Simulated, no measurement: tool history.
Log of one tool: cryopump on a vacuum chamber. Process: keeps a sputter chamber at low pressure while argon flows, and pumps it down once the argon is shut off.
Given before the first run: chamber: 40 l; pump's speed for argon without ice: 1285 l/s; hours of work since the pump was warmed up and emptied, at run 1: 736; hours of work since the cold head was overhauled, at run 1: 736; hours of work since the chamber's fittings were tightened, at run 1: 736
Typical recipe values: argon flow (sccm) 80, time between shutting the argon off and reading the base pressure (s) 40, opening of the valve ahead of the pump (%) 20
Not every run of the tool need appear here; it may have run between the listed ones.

run     day  argon flow (sccm)  time between shutting the argon off and reading the base pressure (s)  opening of the valve ahead of the pump (%)  hours of work since the pump was warmed up and emptied  hours of work since the cold head was overhauled  hours of work since the chamber's fittings were tightened  pressure while argon flows (Pa)  pressure after the wait (uPa)
  1       0                 80                                                                     40                                          20                                                     736                                               736                                                        736                           0.5547                           1.74
  2   1.333                 80                                                                     40                                          20                                                     763                                               763                                                        763                           0.5578                           1.76
  3   3.333                 77                                                                     40                                          20                                                     804                                               804                                                        804                           0.5367                           1.74
      4.971  -- pump warmed up, emptied and cooled again
  4   5.333                 80                                                                     40                                          20                                                       7                                               840                                                        840                           0.5248                           1.58
  5    6.35                 80                                                                     40                                          20                                                      28                                               861                                                        861                           0.5297                           1.59
  6   7.817                 80                                                                     40                                          20                                                      58                                               891                                                        891                           0.5282                           1.65
  7  10.054                 80                                                                     40                                          56                                                     104                                               937                                                        937                           0.1925                           1.69
  8  11.946                 80                                                                     40                                          58                                                     143                                               976                                                        976                           0.1872                            1.7
  9  13.138                 80                                                                     40                                          20                                                     167                                              1000                                                       1000                           0.5324                            1.7
 10  15.117                 51                                                                     40                                          20                                                     208                                              1041                                                       1041                            0.337                           1.66
 11  16.188                 51                                                                     40                                          20                                                     230                                              1063                                                       1063                           0.3416                           1.72
 12  18.246                 80                                                                     40                                          20                                                     272                                              1105                                                       1105                           0.5331                           1.84
 13  20.192                 92                                                                     40                                          20                                                     312                                              1145                                                       1145                           0.6225                           1.85
 14   21.85                104                                                                    218                                          39                                                     346                                              1179                                                       1179                           0.3701                           1.22
 15   23.85                 39                                                                     31                                          53                                                     387                                              1220                                                       1220                           0.1038                           2.13
 16  25.779                 48                                                                    146                                          41                                                     426                                              1259                                                       1259                           0.1625                           1.36
 17  27.967                 48                                                                    146                                          41                                                     471                                              1304                                                       1304                           0.1648                            1.4
 18  29.725                 76                                                                    107                                          20                                                     507                                              1340                                                       1340                           0.5197                           1.55
 19  31.288                 65                                                                     44                                          20                                                     539                                              1372                                                       1372                           0.4408                           1.98
 20  33.092                 65                                                                     44                                          20                                                     576                                              1409                                                       1409                           0.4428                           2.04
 21  35.088                 65                                                                     44                                          20                                                     617                                              1450                                                       1450                           0.4452                           2.11
 22  37.458                 80                                                                     40                                          30                                                     665                                              1498                                                       1498                           0.3758                           2.21
 23  39.625                 86                                                                     40                                          30                                                     709                                              1543                                                       1543                           0.4101                           2.26
 24  41.921                 86                                                                     40                                          30                                                     757                                              1590                                                       1590                           0.4114                           2.37

The same runs without the tool's hidden state, with the same run-to-run variation:
Hidden state at play: pump's speed, % of a pump's without ice; cold plate's temperature, K; leak into the chamber, uPa l/s; drift of the gauge itself on working_pa, %; drift of the gauge itself on base_upa, %.
run  pressure while argon flows (Pa)  pressure after the wait (uPa)
  1                            0.526                           1.06
  2                           0.5275                           1.05
  3                           0.5055                              1
  4                           0.5236                           1.03
  5                           0.5278                           1.02
  6                           0.5254                           1.05
  7                           0.1881                           1.05
  8                           0.1814                           1.03
  9                           0.5258                           1.02
 10                            0.332                           0.96
 11                            0.336                           0.98
 12                           0.5229                           1.05
 13                           0.6088                           1.02
 14                            0.353                           0.37
 15                           0.0967                           1.22
 16                           0.1527                           0.43
 17                           0.1539                           0.41
 18                           0.5009                           0.49
 19                           0.4237                           0.91
 20                           0.4244                           0.92
 21                           0.4252                           0.94
 22                           0.3489                              1
 23                           0.3787                           0.99
 24                           0.3773                              1
